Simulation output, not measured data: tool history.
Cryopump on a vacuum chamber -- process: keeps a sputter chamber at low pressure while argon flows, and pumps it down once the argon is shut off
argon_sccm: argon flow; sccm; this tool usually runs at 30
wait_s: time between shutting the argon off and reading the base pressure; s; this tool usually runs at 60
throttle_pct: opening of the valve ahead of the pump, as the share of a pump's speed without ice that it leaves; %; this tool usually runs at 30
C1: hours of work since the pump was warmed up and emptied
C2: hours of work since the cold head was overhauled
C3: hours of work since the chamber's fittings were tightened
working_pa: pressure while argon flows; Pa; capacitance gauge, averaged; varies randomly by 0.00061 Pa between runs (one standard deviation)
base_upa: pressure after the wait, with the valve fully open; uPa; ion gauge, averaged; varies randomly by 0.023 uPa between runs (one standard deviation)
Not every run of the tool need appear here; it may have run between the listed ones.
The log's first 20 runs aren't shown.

run 21 hour=242.8 | argon_sccm=27 wait_s=46 throttle_pct=17 | C1=228 C2=228 C3=2256 | working_pa=0.1471 base_upa=1.85
run 22 hour=253.0 | argon_sccm=27 wait_s=46 throttle_pct=16 | C1=233 C2=233 C3=2261 | working_pa=0.1545 base_upa=1.81
run 23 hour=267.6 | argon_sccm=30 wait_s=60 throttle_pct=19 | C1=240 C2=240 C3=2268 | working_pa=0.1464 base_upa=1.64
run 24 hour=283.3 | argon_sccm=30 wait_s=60 throttle_pct=19 | C1=248 C2=248 C3=2276 | working_pa=0.1463 base_upa=1.71
run 25 hour=296.8 | argon_sccm=30 wait_s=60 throttle_pct=19 | C1=255 C2=255 C3=2282 | working_pa=0.1452 base_upa=1.70
run 26 hour=312.6 | argon_sccm=48 wait_s=57 throttle_pct=20 | C1=262 C2=262 C3=2290 | working_pa=0.2240 base_upa=1.73
run 27 hour=322.0 | argon_sccm=16 wait_s=57 throttle_pct=27 | C1=267 C2=267 C3=2294 | working_pa=0.0571 base_upa=1.72
run 28 hour=338.5 | argon_sccm=16 wait_s=170 throttle_pct=27 | C1=275 C2=275 C3=2302 | working_pa=0.0565 base_upa=1.23
run 29 hour=350.3 | argon_sccm=16 wait_s=58 throttle_pct=27 | C1=280 C2=280 C3=2308 | working_pa=0.0556 base_upa=1.80
run 30 hour=358.4 | argon_sccm=16 wait_s=58 throttle_pct=27 | C1=284 C2=284 C3=2312 | working_pa=0.0552 base_upa=1.77
run 31 hour=372.6 | argon_sccm=22 wait_s=135 throttle_pct=52 | C1=291 C2=291 C3=2319 | working_pa=0.0424 base_upa=1.32
run 32 hour=381.8 | argon_sccm=22 wait_s=135 throttle_pct=52 | C1=296 C2=296 C3=2323 | working_pa=0.0425 base_upa=1.40
run 33 hour=396.5 | argon_sccm=22 wait_s=210 throttle_pct=59 | C1=303 C2=303 C3=2330 | working_pa=0.0381 base_upa=1.30

Here are 4 independent what-if runs from the current tool condition. What would each one return?
run A hour=411.5 | argon_sccm=15 wait_s=210 throttle_pct=41 | C1=310 C2=310 C3=2338 | working_pa=? base_upa=?
run B hour=411.5 | argon_sccm=47 wait_s=156 throttle_pct=22 | C1=310 C2=310 C3=2338 | working_pa=? base_upa=?
run C hour=411.5 | argon_sccm=56 wait_s=47 throttle_pct=39 | C1=310 C2=310 C3=2338 | working_pa=? base_upa=?
run D hour=411.5 | argon_sccm=30 wait_s=136 throttle_pct=30 | C1=310 C2=310 C3=2338 | working_pa=? base_upa=?

run=A working_pa=0.0349 base_upa=1.35
run=B working_pa=0.2000 base_upa=1.39
run=C working_pa=0.1409 base_upa=1.94
run=D working_pa=0.0960 base_upa=1.43
With the hidden condition removed and each run's random variation left untouched, the same runs would have given:
run=A working_pa=0.0316 base_upa=0.35
run=B working_pa=0.1897 base_upa=0.41
run=C working_pa=0.1285 base_upa=0.96
run=D working_pa=0.0894 base_upa=0.47
